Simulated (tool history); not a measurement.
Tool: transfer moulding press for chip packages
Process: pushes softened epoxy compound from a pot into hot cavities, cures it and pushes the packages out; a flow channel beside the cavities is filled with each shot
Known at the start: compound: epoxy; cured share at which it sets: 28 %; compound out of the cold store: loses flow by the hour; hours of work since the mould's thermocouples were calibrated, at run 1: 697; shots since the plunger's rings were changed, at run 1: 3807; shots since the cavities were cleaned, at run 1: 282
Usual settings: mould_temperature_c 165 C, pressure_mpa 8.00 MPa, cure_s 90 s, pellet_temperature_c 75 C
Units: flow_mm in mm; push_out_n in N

run   hour  mould_temperature_c  pressure_mpa  cure_s  pellet_temperature_c  hours of work since the mould's thermocouples were calibrated  shots since the plunger's rings were changed  shots since the cavities were cleaned  incoming compound's hours out of the cold store  flow_mm  push_out_n
  1    0.0                  165          8.00      90                    75                                                            697                                          3807                                    282                                             44.7      587         421
      66.2  -- cavities cleaned with cleaning compound and waxed
  2   66.2                  165          8.00      90                    75                                                            739                                          4628                                      0                                             22.7      668         665
  3  122.2                  165          8.00      90                    75                                                            776                                          5338                                    710                                              8.3      727         702
     127.5  -- mould's thermocouples calibrated
     149.9  -- plunger's sealing rings changed
     158.4  -- cavities cleaned with cleaning compound and waxed
  4  158.4                  165          8.00      90                    75                                                             18                                            89                                      0                                             39.0      638         369
  5  195.0                  165          8.00      90                    75                                                             41                                           553                                    464                                             10.7      758         588
     199.1  -- cavities cleaned with cleaning compound and waxed, once more
  6  245.6                  165          8.00      90                    75                                                             73                                          1176                                    590                                             25.0      687         570
     290.2  -- cavities cleaned with cleaning compound and waxed
  7  310.9                  169          8.00      90                    75                                                            115                                          1984                                    262                                             24.5      676         375
  8  345.8                  167          8.00     118                    70                                                            138                                          2427                                    705                                             12.7      723         380
     377.6  -- cavities cleaned with cleaning compound and waxed
  9  394.5                  167          8.00     118                    70                                                            168                                          3026                                    214                                             32.7      641         302
 10  458.8                  168          6.82     118                    85                                                            210                                          3842                                   1030                                             42.2      539         399
     465.9  -- cavities cleaned with cleaning compound and waxed
 11  524.0                  164          8.46     118                    85                                                            252                                          4650                                    737                                             38.4      632         394
     554.8  -- cavities cleaned with cleaning compound and waxed
 12  554.8                  161          9.36     118                    70                                                            271                                          5021                                      0                                             17.6      755         315
     602.2  -- plunger's sealing rings changed
 13  614.7                  173          9.36     118                    70                                                            308                                           159                                    728                                             19.0      763         350

4 ways to go on from here, each from the tool as it stands after run 13. What would each give?
     645.6  -- cavities cleaned with cleaning compound and waxed
  A  657.7                  161          8.00      90                    75                                                            335                                           685                                    153                                             23.0        ?           ?
     645.6  -- cavities cleaned with cleaning compound and waxed
  B  657.7                  165          8.00      90                    81                                                            335                                           685                                    153                                             19.0        ?           ?
     645.6  -- cavities cleaned with cleaning compound and waxed
  C  657.7                  165          6.15     118                    81                                                            335                                           685                                    153                                             39.7        ?           ?
     645.6  -- cavities cleaned with cleaning compound and waxed
  D  657.7                  173          6.26     118                    70                                                            335                                           685                                    153                                             44.5        ?           ?

run  flow_mm  push_out_n
  A      704         630
  B      708         426
  C      548         300
  D      525         279
Without the tool's hidden state the same runs would have given:
run  flow_mm  push_out_n
  A      711         532
  B      715         360
  C      553         255
  D      530         237
